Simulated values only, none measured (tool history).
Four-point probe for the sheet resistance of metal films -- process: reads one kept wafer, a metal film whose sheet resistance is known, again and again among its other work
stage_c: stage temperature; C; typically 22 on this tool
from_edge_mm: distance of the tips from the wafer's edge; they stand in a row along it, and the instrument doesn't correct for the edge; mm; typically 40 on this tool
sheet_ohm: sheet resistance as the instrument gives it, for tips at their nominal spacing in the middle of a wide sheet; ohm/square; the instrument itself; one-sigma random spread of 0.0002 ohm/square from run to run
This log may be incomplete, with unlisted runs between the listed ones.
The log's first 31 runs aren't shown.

run	hour	stage_c	from_edge_mm	touches since the probe head was changed	hours of work since the stage's thermometer was calibrated	sheet_ohm
32	1151.1	21	5	87499	1308	1.055255
33	1181.5	21	5	88871	1326	1.055553
34	1230.9	21	5	91096	1356	1.055438
35	1261.5	24	40	92478	1375	1.022375
36	1284.3	24	40	93507	1389	1.022027
37	1320.6	18	9	95144	1411	1.032235
38	1357.9	23	52	96826	1434	1.02161
39	1384.2	32	3	98016	1450	1.110443
40	1422.4	32	9	99739	1473	1.032587
41	1456.4	33	40	101271	1494	1.022018
42	1498.1	30	55	103154	1520	1.02179
43	1547.6	27	4	105384	1550	1.073663

Branching from run 43: 4 alternative next runs. What would each branch give?
A	1586.7	34	4	107149	1574	?
B	1586.7	18	40	107149	1574	?
C	1586.7	29	40	107149	1574	?
D	1586.7	21	26	107149	1574	?

run	sheet_ohm
A	1.074216
B	1.021638
C	1.02214
D	1.022532
With the hidden condition removed and each run's random variation left untouched, the same runs would have given:
run	sheet_ohm
A	1.074182
B	1.021605
C	1.022107
D	1.022499

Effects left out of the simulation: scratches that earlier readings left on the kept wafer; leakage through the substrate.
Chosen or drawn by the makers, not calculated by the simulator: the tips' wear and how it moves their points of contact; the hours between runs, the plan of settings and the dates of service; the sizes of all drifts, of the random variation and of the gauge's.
